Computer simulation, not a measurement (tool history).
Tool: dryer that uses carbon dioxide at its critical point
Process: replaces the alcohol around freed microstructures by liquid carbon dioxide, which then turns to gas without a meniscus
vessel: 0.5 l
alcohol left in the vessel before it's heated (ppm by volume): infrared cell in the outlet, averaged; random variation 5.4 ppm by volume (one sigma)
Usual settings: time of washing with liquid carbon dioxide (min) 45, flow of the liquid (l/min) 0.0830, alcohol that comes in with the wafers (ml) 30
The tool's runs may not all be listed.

run	hour	time of washing with liquid carbon dioxide (min)	flow of the liquid (l/min)	alcohol that comes in with the wafers (ml)	alcohol left in the vessel before it's heated (ppm by volume)
1	0.0	45	0.0830	30	238
2	21.9	30	0.0830	30	1461
3	43.9	45	0.0830	37	307
4	60.4	45	0.0830	37	310
5	78.5	45	0.0830	37	344
6	99.4	45	0.0830	30	287
7	123.2	45	0.0830	30	286
8	133.7	45	0.0855	30	250
# hour 136.8: inlet filter changed
9	157.7	45	0.0855	30	133
10	179.0	43	0.0855	30	181
11	194.0	43	0.0855	30	181
12	208.6	40	0.0855	30	270
13	227.1	45	0.0830	30	179
14	248.7	45	0.0830	30	179
15	268.4	30	0.0830	30	1148
16	286.7	30	0.0611	30	3693
17	307.4	45	0.0830	30	201
18	320.9	45	0.0830	30	203
19	338.3	45	0.0830	30	200
20	352.2	45	0.0830	34	239
21	370.7	53	0.1249	31	46
22	380.9	45	0.0830	78	514
23	403.4	45	0.0830	78	530
24	417.2	30	0.0830	47	2122
25	430.3	44	0.0830	35	303
26	445.8	44	0.0830	35	328
27	465.4	44	0.0830	35	323
28	490.5	44	0.0939	112	464
29	515.2	45	0.1228	30	68
30	533.7	54	0.1284	103	54
31	549.5	38	0.0830	30	600
32	570.4	38	0.0830	30	618
33	588.3	30	0.0893	47	1846
34	602.0	30	0.0893	47	1849
35	620.1	30	0.0893	47	1887

Forecast each of these 5 alternatives for the next run:
A	634.6	45	0.0830	65	?
B	634.6	56	0.1357	108	?
C	634.6	69	0.0779	56	?
D	634.6	50	0.0685	25	?
E	634.6	52	0.1112	93	?

run	alcohol left in the vessel before it's heated (ppm by volume)
A	613
B	64
C	119
D	438
E	102
Without the tool's hidden state the same runs would have given:
run	alcohol left in the vessel before it's heated (ppm by volume)
A	272
B	0
C	26
D	201
E	19

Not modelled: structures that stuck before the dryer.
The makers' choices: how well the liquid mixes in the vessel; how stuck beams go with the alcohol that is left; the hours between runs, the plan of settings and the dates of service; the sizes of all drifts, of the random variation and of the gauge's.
